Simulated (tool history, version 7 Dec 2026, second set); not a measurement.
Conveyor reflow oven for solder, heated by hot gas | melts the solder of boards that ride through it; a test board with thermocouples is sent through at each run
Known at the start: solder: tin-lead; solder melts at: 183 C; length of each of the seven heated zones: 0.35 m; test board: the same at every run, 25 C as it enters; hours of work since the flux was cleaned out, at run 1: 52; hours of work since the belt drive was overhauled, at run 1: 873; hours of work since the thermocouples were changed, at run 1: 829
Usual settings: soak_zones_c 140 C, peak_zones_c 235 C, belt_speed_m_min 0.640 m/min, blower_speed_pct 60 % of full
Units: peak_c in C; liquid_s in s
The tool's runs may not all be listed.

| run | hour | soak_zones_c | peak_zones_c | belt_speed_m_min | blower_speed_pct | hours of work since the flux was cleaned out | hours of work since the belt drive was overhauled | hours of work since the thermocouples were changed | peak_c | liquid_s |
|---|---|---|---|---|---|---|---|---|---|---|
| 1 | 0.0 | 140 | 235 | 0.640 | 60 | 52 | 873 | 829 | 213.4 | 46.5 |
| 2 | 27.3 | 140 | 235 | 0.640 | 60 | 70 | 891 | 847 | 213.2 | 46.4 |
| 3 | 65.0 | 140 | 235 | 0.640 | 60 | 94 | 915 | 871 | 213.4 | 47.1 |
| 4 | 105.3 | 140 | 235 | 0.640 | 60 | 121 | 941 | 897 | 213.3 | 46.0 |
| 5 | 130.1 | 140 | 235 | 0.640 | 60 | 137 | 957 | 913 | 213.5 | 46.0 |
| 6 | 187.0 | 140 | 235 | 0.640 | 60 | 173 | 994 | 950 | 212.8 | 46.2 |
| 7 | 231.7 | 140 | 235 | 0.640 | 60 | 202 | 1023 | 979 | 212.8 | 45.7 |
| 8 | 286.0 | 140 | 235 | 0.640 | 60 | 238 | 1058 | 1014 | 212.5 | 45.8 |
|  | 331.0 | flux residue cleaned out of gas plates and filters |
| 9 | 333.5 | 140 | 235 | 0.577 | 60 | 2 | 1086 | 1042 | 218.2 | 56.7 |
| 10 | 371.1 | 140 | 235 | 0.577 | 60 | 26 | 1110 | 1066 | 217.6 | 57.4 |
|  | 378.3 | belt drive overhauled, speed set with a stopwatch |
| 11 | 417.1 | 140 | 235 | 0.577 | 60 | 53 | 25 | 1093 | 218.0 | 57.5 |
| 12 | 474.6 | 140 | 235 | 0.640 | 60 | 90 | 62 | 1131 | 214.1 | 49.1 |
| 13 | 504.0 | 140 | 235 | 0.640 | 60 | 110 | 81 | 1150 | 214.3 | 48.8 |
| 14 | 536.3 | 140 | 237 | 0.640 | 60 | 130 | 102 | 1171 | 216.0 | 49.1 |
| 15 | 566.0 | 140 | 235 | 0.640 | 60 | 150 | 122 | 1190 | 214.4 | 48.2 |
|  | 608.0 | belt drive overhauled, speed set with a stopwatch, once more |
| 16 | 626.4 | 128 | 238 | 0.658 | 81 | 186 | 12 | 1226 | 217.2 | 43.5 |
| 17 | 655.2 | 141 | 238 | 0.714 | 74 | 205 | 31 | 1245 | 213.7 | 41.0 |
| 18 | 701.4 | 147 | 234 | 0.646 | 76 | 235 | 61 | 1275 | 216.1 | 49.9 |
| 19 | 742.1 | 142 | 239 | 0.640 | 60 | 261 | 87 | 1301 | 216.1 | 47.9 |
|  | 749.8 | flux residue cleaned out of gas plates and filters |
|  | 792.4 | thermocouples of zones 6 and 7 changed |
| 20 | 802.6 | 142 | 225 | 0.640 | 60 | 33 | 122 | 7 | 204.9 | 38.5 |
| 21 | 836.0 | 138 | 238 | 0.591 | 60 | 55 | 143 | 28 | 217.6 | 51.7 |
| 22 | 870.3 | 127 | 233 | 0.591 | 60 | 77 | 165 | 50 | 211.1 | 43.5 |
| 23 | 901.5 | 140 | 232 | 0.640 | 60 | 97 | 186 | 71 | 209.3 | 42.0 |
| 24 | 931.1 | 152 | 232 | 0.656 | 60 | 116 | 205 | 90 | 211.5 | 46.8 |
| 25 | 987.6 | 144 | 243 | 0.692 | 62 | 153 | 241 | 126 | 215.7 | 45.5 |
| 26 | 1022.8 | 151 | 243 | 0.719 | 62 | 176 | 264 | 149 | 216.5 | 45.8 |
| 27 | 1064.2 | 151 | 243 | 0.719 | 62 | 202 | 291 | 176 | 216.2 | 45.4 |
| 28 | 1090.8 | 140 | 235 | 0.689 | 60 | 220 | 308 | 193 | 208.0 | 38.5 |
| 29 | 1135.7 | 130 | 237 | 0.567 | 90 | 249 | 337 | 222 | 221.7 | 56.4 |

3 ways to go on from here, each from the tool as it stands after run 29. What would each give?
|  | 1166.2 | flux residue cleaned out of gas plates and filters |
| A | 1186.4 | 130 | 248 | 0.567 | 87 | 13 | 367 | 252 | ? | ? |
|  | 1166.2 | flux residue cleaned out of gas plates and filters |
| B | 1186.4 | 138 | 237 | 0.740 | 90 | 13 | 367 | 252 | ? | ? |
|  | 1166.2 | flux residue cleaned out of gas plates and filters |
| C | 1186.4 | 143 | 237 | 0.567 | 90 | 13 | 367 | 252 | ? | ? |

| run | peak_c | liquid_s |
|---|---|---|
| A | 233.0 | 62.9 |
| B | 215.7 | 41.1 |
| C | 225.0 | 63.5 |
Without the tool's hidden state the same runs would have given:
| run | peak_c | liquid_s |
|---|---|---|
| A | 232.2 | 62.0 |
| B | 215.0 | 40.4 |
| C | 224.3 | 62.6 |
